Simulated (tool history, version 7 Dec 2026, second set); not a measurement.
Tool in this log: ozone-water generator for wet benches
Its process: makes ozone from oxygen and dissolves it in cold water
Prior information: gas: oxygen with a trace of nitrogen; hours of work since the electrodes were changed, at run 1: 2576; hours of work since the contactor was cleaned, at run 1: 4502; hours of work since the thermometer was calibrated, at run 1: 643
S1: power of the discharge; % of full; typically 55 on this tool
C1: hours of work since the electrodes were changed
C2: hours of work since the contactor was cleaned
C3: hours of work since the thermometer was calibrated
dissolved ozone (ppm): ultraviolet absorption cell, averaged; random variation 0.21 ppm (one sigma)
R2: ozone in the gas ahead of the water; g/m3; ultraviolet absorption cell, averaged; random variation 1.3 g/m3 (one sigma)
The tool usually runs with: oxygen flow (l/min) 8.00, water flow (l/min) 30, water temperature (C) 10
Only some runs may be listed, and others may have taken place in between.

run 1 hour=0.0 | S1=55 oxygen_flow_(l/min)=8.00 water_flow_(l/min)=30 water_temperature_(C)=10 | C1=2576 C2=4502 C3=643 | dissolved_ozone_(ppm)=28.4 R2=224.9
run 2 hour=65.6 | S1=55 oxygen_flow_(l/min)=8.00 water_flow_(l/min)=30 water_temperature_(C)=10 | C1=2621 C2=4547 C3=688 | dissolved_ozone_(ppm)=28.7 R2=223.6
run 3 hour=176.3 | S1=55 oxygen_flow_(l/min)=8.00 water_flow_(l/min)=30 water_temperature_(C)=10 | C1=2697 C2=4623 C3=764 | dissolved_ozone_(ppm)=28.4 R2=223.3
run 4 hour=280.0 | S1=55 oxygen_flow_(l/min)=8.00 water_flow_(l/min)=30 water_temperature_(C)=10 | C1=2768 C2=4694 C3=835 | dissolved_ozone_(ppm)=27.9 R2=223.6
run 5 hour=376.4 | S1=55 oxygen_flow_(l/min)=8.00 water_flow_(l/min)=30 water_temperature_(C)=10 | C1=2835 C2=4760 C3=901 | dissolved_ozone_(ppm)=27.9 R2=224.8
run 6 hour=443.3 | S1=55 oxygen_flow_(l/min)=6.15 water_flow_(l/min)=30 water_temperature_(C)=10 | C1=2881 C2=4806 C3=947 | dissolved_ozone_(ppm)=28.0 R2=262.5
run 7 hour=492.8 | S1=55 oxygen_flow_(l/min)=6.15 water_flow_(l/min)=30 water_temperature_(C)=10 | C1=2915 C2=4840 C3=981 | dissolved_ozone_(ppm)=28.2 R2=263.3
run 8 hour=580.8 | S1=55 oxygen_flow_(l/min)=6.15 water_flow_(l/min)=30 water_temperature_(C)=6 | C1=2975 C2=4900 C3=1041 | dissolved_ozone_(ppm)=29.3 R2=263.5
run 9 hour=680.9 | S1=55 oxygen_flow_(l/min)=8.91 water_flow_(l/min)=30 water_temperature_(C)=10 | C1=3044 C2=4969 C3=1110 | dissolved_ozone_(ppm)=27.8 R2=208.6
run 10 hour=742.3 | S1=55 oxygen_flow_(l/min)=8.91 water_flow_(l/min)=30 water_temperature_(C)=10 | C1=3086 C2=5011 C3=1152 | dissolved_ozone_(ppm)=27.8 R2=207.1
-- hour=761.0 contactor cleaned
run 11 hour=812.1 | S1=55 oxygen_flow_(l/min)=8.00 water_flow_(l/min)=30 water_temperature_(C)=10 | C1=3131 C2=35 C3=1198 | dissolved_ozone_(ppm)=27.5 R2=222.2
run 12 hour=904.3 | S1=55 oxygen_flow_(l/min)=8.00 water_flow_(l/min)=30 water_temperature_(C)=10 | C1=3194 C2=98 C3=1261 | dissolved_ozone_(ppm)=27.7 R2=221.4
run 13 hour=976.7 | S1=55 oxygen_flow_(l/min)=8.00 water_flow_(l/min)=30 water_temperature_(C)=10 | C1=3244 C2=148 C3=1311 | dissolved_ozone_(ppm)=27.6 R2=219.1
run 14 hour=1059.3 | S1=55 oxygen_flow_(l/min)=8.00 water_flow_(l/min)=30 water_temperature_(C)=10 | C1=3301 C2=205 C3=1367 | dissolved_ozone_(ppm)=27.7 R2=220.1
run 15 hour=1129.3 | S1=55 oxygen_flow_(l/min)=8.00 water_flow_(l/min)=30 water_temperature_(C)=10 | C1=3349 C2=253 C3=1415 | dissolved_ozone_(ppm)=27.7 R2=221.1
run 16 hour=1219.1 | S1=55 oxygen_flow_(l/min)=8.00 water_flow_(l/min)=30 water_temperature_(C)=13 | C1=3411 C2=315 C3=1477 | dissolved_ozone_(ppm)=26.5 R2=221.2
run 17 hour=1330.2 | S1=86 oxygen_flow_(l/min)=8.00 water_flow_(l/min)=30 water_temperature_(C)=5 | C1=3487 C2=391 C3=1553 | dissolved_ozone_(ppm)=38.3 R2=288.9
-- hour=1368.7 contactor cleaned, once more
run 18 hour=1442.7 | S1=55 oxygen_flow_(l/min)=8.00 water_flow_(l/min)=36 water_temperature_(C)=14 | C1=3561 C2=51 C3=1628 | dissolved_ozone_(ppm)=23.5 R2=218.1
run 19 hour=1513.7 | S1=41 oxygen_flow_(l/min)=9.91 water_flow_(l/min)=36 water_temperature_(C)=14 | C1=3610 C2=100 C3=1677 | dissolved_ozone_(ppm)=19.1 R2=159.0
run 20 hour=1618.7 | S1=41 oxygen_flow_(l/min)=9.91 water_flow_(l/min)=20 water_temperature_(C)=6 | C1=3682 C2=172 C3=1749 | dissolved_ozone_(ppm)=32.4 R2=160.4
run 21 hour=1685.5 | S1=41 oxygen_flow_(l/min)=9.91 water_flow_(l/min)=20 water_temperature_(C)=6 | C1=3728 C2=218 C3=1795 | dissolved_ozone_(ppm)=32.5 R2=160.5
run 22 hour=1766.5 | S1=55 oxygen_flow_(l/min)=9.05 water_flow_(l/min)=41 water_temperature_(C)=10 | C1=3784 C2=273 C3=1850 | dissolved_ozone_(ppm)=21.8 R2=203.3
run 23 hour=1821.5 | S1=55 oxygen_flow_(l/min)=5.59 water_flow_(l/min)=46 water_temperature_(C)=10 | C1=3822 C2=311 C3=1888 | dissolved_ozone_(ppm)=19.1 R2=272.7
run 24 hour=1909.8 | S1=77 oxygen_flow_(l/min)=6.61 water_flow_(l/min)=36 water_temperature_(C)=10 | C1=3882 C2=372 C3=1949 | dissolved_ozone_(ppm)=29.6 R2=302.6
run 25 hour=1988.5 | S1=55 oxygen_flow_(l/min)=8.00 water_flow_(l/min)=37 water_temperature_(C)=10 | C1=3936 C2=426 C3=2003 | dissolved_ozone_(ppm)=23.8 R2=219.2
run 26 hour=2101.2 | S1=55 oxygen_flow_(l/min)=8.00 water_flow_(l/min)=37 water_temperature_(C)=10 | C1=4014 C2=503 C3=2080 | dissolved_ozone_(ppm)=23.7 R2=218.0
run 27 hour=2191.7 | S1=55 oxygen_flow_(l/min)=9.06 water_flow_(l/min)=35 water_temperature_(C)=6 | C1=4076 C2=565 C3=2142 | dissolved_ozone_(ppm)=25.8 R2=203.1

Table of differences, measured result less the result of that run with no hidden state. Run-to-run variation is the same in both. Gauge scatter possibly is not:
Hidden state at play: yield of the discharge, % of new electrodes'; contactor's efficiency, % of a clean one's; true water temperature over the reading, C; drift of the gauge itself on ozone_ppm, %; drift of the gauge itself on gas_g_m3, %.
run=1 dissolved_ozone_(ppm)=-2.3 R2=-11.7
run=2 dissolved_ozone_(ppm)=-2.4 R2=-11.8
run=3 dissolved_ozone_(ppm)=-2.4 R2=-12.2
run=4 dissolved_ozone_(ppm)=-2.5 R2=-12.6
run=5 dissolved_ozone_(ppm)=-2.5 R2=-12.9
run=6 dissolved_ozone_(ppm)=-2.6 R2=-15.3
run=7 dissolved_ozone_(ppm)=-2.5 R2=-15.5
run=8 dissolved_ozone_(ppm)=-2.7 R2=-15.8
run=9 dissolved_ozone_(ppm)=-2.6 R2=-12.8
run=10 dissolved_ozone_(ppm)=-2.7 R2=-13.0
run=11 dissolved_ozone_(ppm)=-2.9 R2=-14.1
run=12 dissolved_ozone_(ppm)=-3.0 R2=-14.3
run=13 dissolved_ozone_(ppm)=-2.9 R2=-14.5
run=14 dissolved_ozone_(ppm)=-3.0 R2=-14.8
run=15 dissolved_ozone_(ppm)=-3.1 R2=-15.1
run=16 dissolved_ozone_(ppm)=-2.9 R2=-15.3
run=17 dissolved_ozone_(ppm)=-5.4 R2=-27.8
run=18 dissolved_ozone_(ppm)=-1.8 R2=-15.9
run=19 dissolved_ozone_(ppm)=-1.2 R2=-9.0
run=20 dissolved_ozone_(ppm)=-2.1 R2=-9.3
run=21 dissolved_ozone_(ppm)=-2.1 R2=-9.4
run=22 dissolved_ozone_(ppm)=-1.9 R2=-15.7
run=23 dissolved_ozone_(ppm)=-1.6 R2=-21.4
run=24 dissolved_ozone_(ppm)=-3.3 R2=-30.3
run=25 dissolved_ozone_(ppm)=-2.1 R2=-17.5
run=26 dissolved_ozone_(ppm)=-2.2 R2=-17.8
run=27 dissolved_ozone_(ppm)=-2.4 R2=-16.8

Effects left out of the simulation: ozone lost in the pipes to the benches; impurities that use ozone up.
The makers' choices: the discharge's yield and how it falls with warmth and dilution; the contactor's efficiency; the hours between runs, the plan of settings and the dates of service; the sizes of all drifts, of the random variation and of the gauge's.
